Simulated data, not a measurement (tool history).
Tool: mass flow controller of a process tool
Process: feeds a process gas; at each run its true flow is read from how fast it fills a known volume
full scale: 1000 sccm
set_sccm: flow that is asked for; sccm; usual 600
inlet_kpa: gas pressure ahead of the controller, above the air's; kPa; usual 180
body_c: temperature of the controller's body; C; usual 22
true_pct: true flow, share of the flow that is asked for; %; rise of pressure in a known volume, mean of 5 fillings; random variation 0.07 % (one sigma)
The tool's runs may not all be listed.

{"run": 1, "hour": 0.0, "set_sccm": 600, "inlet_kpa": 180, "body_c": 22, "true_pct": 99.43}
{"run": 2, "hour": 198.2, "set_sccm": 600, "inlet_kpa": 180, "body_c": 22, "true_pct": 99.43}
{"run": 3, "hour": 557.7, "set_sccm": 600, "inlet_kpa": 180, "body_c": 22, "true_pct": 99.33}
{"run": 4, "hour": 844.0, "set_sccm": 600, "inlet_kpa": 180, "body_c": 22, "true_pct": 99.52}
{"run": 5, "hour": 1080.3, "set_sccm": 600, "inlet_kpa": 180, "body_c": 21, "true_pct": 99.42}
{"run": 6, "hour": 1547.6, "set_sccm": 600, "inlet_kpa": 180, "body_c": 22, "true_pct": 99.36}
{"run": 7, "hour": 1792.9, "set_sccm": 600, "inlet_kpa": 221, "body_c": 22, "true_pct": 99.06}
{"run": 8, "hour": 2021.2, "set_sccm": 237, "inlet_kpa": 195, "body_c": 35, "true_pct": 97.45}
{"run": 9, "hour": 2262.7, "set_sccm": 237, "inlet_kpa": 191, "body_c": 35, "true_pct": 97.56}
{"run": 10, "hour": 2737.6, "set_sccm": 306, "inlet_kpa": 191, "body_c": 35, "true_pct": 97.68}
{"run": 11, "hour": 2953.7, "set_sccm": 336, "inlet_kpa": 157, "body_c": 31, "true_pct": 98.47}
{"run": 12, "hour": 3171.4, "set_sccm": 117, "inlet_kpa": 248, "body_c": 33, "true_pct": 96.84}

Forecast each of these 5 alternatives for the next run:
{"run": "A", "hour": 3435.7, "set_sccm": 102, "inlet_kpa": 248, "body_c": 39, "true_pct": "?"}
{"run": "B", "hour": 3435.7, "set_sccm": 399, "inlet_kpa": 180, "body_c": 31, "true_pct": "?"}
{"run": "C", "hour": 3435.7, "set_sccm": 535, "inlet_kpa": 181, "body_c": 30, "true_pct": "?"}
{"run": "D", "hour": 3435.7, "set_sccm": 841, "inlet_kpa": 237, "body_c": 39, "true_pct": "?"}
{"run": "E", "hour": 3435.7, "set_sccm": 117, "inlet_kpa": 160, "body_c": 33, "true_pct": "?"}

run=A true_pct=96.37
run=B true_pct=98.19
run=C true_pct=98.54
run=D true_pct=98.32
run=E true_pct=97.63
Without the tool's hidden state the same runs would have given:
run=A true_pct=96.39
run=B true_pct=98.19
run=C true_pct=98.54
run=D true_pct=98.32
run=E true_pct=97.64
